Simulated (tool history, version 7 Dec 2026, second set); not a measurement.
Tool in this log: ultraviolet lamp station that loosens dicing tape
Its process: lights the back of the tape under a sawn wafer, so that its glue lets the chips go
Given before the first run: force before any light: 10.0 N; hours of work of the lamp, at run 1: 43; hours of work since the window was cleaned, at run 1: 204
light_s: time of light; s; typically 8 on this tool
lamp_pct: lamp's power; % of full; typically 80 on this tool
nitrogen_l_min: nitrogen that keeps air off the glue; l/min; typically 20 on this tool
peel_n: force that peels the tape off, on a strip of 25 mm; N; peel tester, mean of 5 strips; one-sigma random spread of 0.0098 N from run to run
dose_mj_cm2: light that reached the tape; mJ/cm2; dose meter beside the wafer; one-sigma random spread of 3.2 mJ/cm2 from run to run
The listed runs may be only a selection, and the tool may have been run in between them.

run,day,light_s,lamp_pct,nitrogen_l_min,hours of work of the lamp,hours of work since the window was cleaned,peel_n,dose_mj_cm2
1,0,8,80,20,43,204,0.499,463
2,0.904,8,61,20,60,221,0.901,354
3,1.654,8,61,20,74,234,0.942,348
4,2.712,8,61,20,93,254,0.933,341
5,3.612,8,61,20,109,270,0.948,342
# day 3.704: window cleaned of glue's vapour
6,4.333,8,61,20,122,11,1.006,332

Run 7 comes next. What will it give?
7,4.775,8,61,20,130,20,?,?

{"run 7": {"peel_n": 0.996, "dose_mj_cm2": 328}}
If the tool had no hidden condition, the same run with the same run-to-run variation would have returned peel_n 0.757 N, dose_mj_cm2 374 mJ/cm2.

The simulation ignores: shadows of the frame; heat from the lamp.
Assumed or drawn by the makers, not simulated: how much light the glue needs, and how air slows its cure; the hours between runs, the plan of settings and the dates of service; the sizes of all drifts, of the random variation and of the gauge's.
